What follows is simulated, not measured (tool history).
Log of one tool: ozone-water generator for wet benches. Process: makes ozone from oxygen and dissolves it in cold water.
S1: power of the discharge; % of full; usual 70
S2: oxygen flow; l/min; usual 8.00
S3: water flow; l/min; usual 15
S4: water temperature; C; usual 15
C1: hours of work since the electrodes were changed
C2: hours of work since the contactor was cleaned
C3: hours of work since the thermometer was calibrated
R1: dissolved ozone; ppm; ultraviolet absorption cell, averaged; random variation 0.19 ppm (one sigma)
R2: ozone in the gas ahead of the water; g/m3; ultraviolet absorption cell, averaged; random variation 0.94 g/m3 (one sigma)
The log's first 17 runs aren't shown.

Run 18, day 78.758: usual settings but S1 95 % of full; C1 4557; C2 3045; C3 1216. Result: R1 31.3 ppm, R2 196.3 g/m3.
Run 19, day 82.812: usual settings but S2 6.73 l/min, S3 12 l/min; C1 4616; C2 3103; C3 1274. Result: R1 29.8 ppm, R2 170.4 g/m3.
Run 20, day 86.433: usual settings but S1 90 % of full, S2 8.77 l/min, S3 9 l/min, S4 7 C; C1 4668; C2 3156; C3 1327. Result: R1 48.7 ppm, R2 186.5 g/m3.
Run 21, day 89.992: usual settings but S1 55 % of full, S2 10.36 l/min, S3 19 l/min, S4 8 C; C1 4720; C2 3207; C3 1378. Result: R1 22.3 ppm, R2 129.7 g/m3.
Run 22, day 93.842: usual settings but S1 61 % of full, S2 10.36 l/min, S3 19 l/min, S4 8 C; C1 4775; C2 3263; C3 1434. Result: R1 23.9 ppm, R2 138.8 g/m3.
Run 23, day 97.021: usual settings but S1 61 % of full, S2 10.36 l/min, S3 19 l/min, S4 8 C; C1 4821; C2 3309; C3 1480. Result: R1 23.8 ppm, R2 139.7 g/m3.
Run 24, day 102.846: usual settings but S1 61 % of full, S2 10.36 l/min, S3 24 l/min, S4 8 C; C1 4906; C2 3393; C3 1564. Result: R1 19.6 ppm, R2 138.6 g/m3.
Run 25, day 105.304: usual settings but S1 47 % of full, S2 11.60 l/min, S4 16 C; C1 4941; C2 3428; C3 1600. Result: R1 20.7 ppm, R2 114.9 g/m3.
Run 26, day 108.975: usual settings but S1 55 % of full, S2 8.83 l/min, S3 16 l/min, S4 13 C; C1 4994; C2 3482; C3 1653. Result: R1 22.6 ppm, R2 138.7 g/m3.
Run 27, day 114.033: usual settings but S1 55 % of full, S2 8.83 l/min, S3 16 l/min, S4 13 C; C1 5067; C2 3555; C3 1726. Result: R1 22.9 ppm, R2 137.9 g/m3.
Run 28, day 119.850: usual settings but S1 67 % of full, S2 4.26 l/min, S3 19 l/min, S4 16 C; C1 5151; C2 3639; C3 1810. Result: R1 18.4 ppm, R2 195.2 g/m3.
At day 123.329: gauge calibrated.
Run 29, day 123.571: usual settings but S1 67 % of full, S2 4.26 l/min, S3 19 l/min, S4 16 C; C1 5205; C2 3693; C3 1864. Result: R1 18.2 ppm, R2 188.4 g/m3.
Run 30, day 128.912: usual settings but S1 67 % of full, S2 11.84 l/min, S3 12 l/min, S4 16 C; C1 5282; C2 3770; C3 1941. Result: R1 28.6 ppm, R2 137.5 g/m3.
Run 31, day 132.404: usual settings but S1 68 % of full, S2 13.69 l/min, S3 17 l/min, S4 12 C; C1 5333; C2 3820; C3 1992. Result: R1 25.8 ppm, R2 132.3 g/m3.
Run 32, day 138.046: usual settings but S4 14 C; C1 5415; C2 3902; C3 2073. Result: R1 26.7 ppm, R2 159.9 g/m3.
Run 33, day 143.054: usual settings but S1 58 % of full; C1 5487; C2 3974; C3 2146. Result: R1 23.3 ppm, R2 143.4 g/m3.
Run 34, day 146.325: usual settings but S1 61 % of full; C1 5534; C2 4022; C3 2193. Result: R1 24.0 ppm, R2 148.6 g/m3.

Forecast each of these 3 alternatives for the next run:
Run A, day 149.162: usual settings but S1 61 % of full, S4 11 C; C1 5575; C2 4063; C3 2234. Result: R1 ?, R2 ?.
Run B, day 149.162: usual settings but S1 40 % of full, S4 17 C; C1 5575; C2 4063; C3 2234. Result: R1 ?, R2 ?.
Run C, day 149.162: usual settings but S1 61 % of full, S3 17 l/min, S4 10 C; C1 5575; C2 4063; C3 2234. Result: R1 ?, R2 ?.

run    R1     R2
  A  26.3  149.1
  B  18.2  115.5
  C  24.0  148.0
Without the tool's hidden state the same runs would have given:
run    R1     R2
  A  26.4  148.4
  B  18.2  114.9
  C  24.1  147.3
